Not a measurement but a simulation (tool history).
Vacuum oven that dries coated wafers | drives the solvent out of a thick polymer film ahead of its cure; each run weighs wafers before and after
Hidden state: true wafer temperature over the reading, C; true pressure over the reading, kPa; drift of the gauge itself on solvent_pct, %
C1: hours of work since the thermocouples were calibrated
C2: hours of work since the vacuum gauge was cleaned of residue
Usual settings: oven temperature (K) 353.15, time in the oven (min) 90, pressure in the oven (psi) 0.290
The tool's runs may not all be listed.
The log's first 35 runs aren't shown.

Run 36, hour 481.9: usual settings but oven temperature (K) 347.15, time in the oven (min) 61, pressure in the oven (psi) 0.853; C1 114; C2 166. Result: solvent left in the film (%) 8.78.
Run 37, hour 499.6: usual settings but oven temperature (K) 346.15, time in the oven (min) 96, pressure in the oven (psi) 0.656; C1 126; C2 178. Result: solvent left in the film (%) 6.51.
Run 38, hour 508.4: usual settings but oven temperature (K) 346.15, time in the oven (min) 96, pressure in the oven (psi) 0.656; C1 132; C2 184. Result: solvent left in the film (%) 6.48.
Run 39, hour 523.1: usual settings but oven temperature (K) 346.15, time in the oven (min) 96, pressure in the oven (psi) 0.656; C1 142; C2 194. Result: solvent left in the film (%) 6.51.
Run 40, hour 542.4: usual settings but oven temperature (K) 351.15, time in the oven (min) 111, pressure in the oven (psi) 0.387; C1 156; C2 208. Result: solvent left in the film (%) 3.97.
Run 41, hour 555.3: usual settings but oven temperature (K) 356.15, time in the oven (min) 51, pressure in the oven (psi) 0.303; C1 165; C2 217. Result: solvent left in the film (%) 6.54.
Run 42, hour 564.6: usual settings but oven temperature (K) 356.15, time in the oven (min) 153, pressure in the oven (psi) 0.741; C1 171; C2 223. Result: solvent left in the film (%) 2.38.
Run 43, hour 579.8: usual settings but time in the oven (min) 49, pressure in the oven (psi) 0.600; C1 182; C2 234. Result: solvent left in the film (%) 7.84.
Run 44, hour 594.1: usual settings but pressure in the oven (psi) 0.531; C1 192; C2 244. Result: solvent left in the film (%) 4.70.
Run 45, hour 605.8: usual settings but oven temperature (K) 361.15; C1 200; C2 252. Result: solvent left in the film (%) 2.57.
Run 46, hour 615.1: usual settings but oven temperature (K) 368.15, time in the oven (min) 67, pressure in the oven (psi) 0.374; C1 206; C2 258. Result: solvent left in the film (%) 2.54.
Run 47, hour 633.1: usual settings but oven temperature (K) 368.15, time in the oven (min) 67, pressure in the oven (psi) 0.374; C1 219; C2 271. Result: solvent left in the film (%) 2.57.

4 ways to go on from here, each from the tool as it stands after run 47. What would each give?
Run A, hour 648.2: usual settings but oven temperature (K) 344.15, time in the oven (min) 93, pressure in the oven (psi) 0.511; C1 229; C2 281. Result: solvent left in the film (%) ?.
Run B, hour 648.2: usual settings but oven temperature (K) 368.15, time in the oven (min) 58, pressure in the oven (psi) 0.570; C1 229; C2 281. Result: solvent left in the film (%) ?.
Run C, hour 648.2: usual settings but oven temperature (K) 342.15, time in the oven (min) 149, pressure in the oven (psi) 0.309; C1 229; C2 281. Result: solvent left in the film (%) ?.
Run D, hour 648.2: usual settings but oven temperature (K) 361.15, pressure in the oven (psi) 0.145; C1 229; C2 281. Result: solvent left in the film (%) ?.

run  solvent left in the film (%)
  A                          6.89
  B                          3.37
  C                          4.63
  D                          2.37
Without the tool's hidden state the same runs would have given:
run  solvent left in the film (%)
  A                          7.09
  B                          3.52
  C                          4.82
  D                          2.50
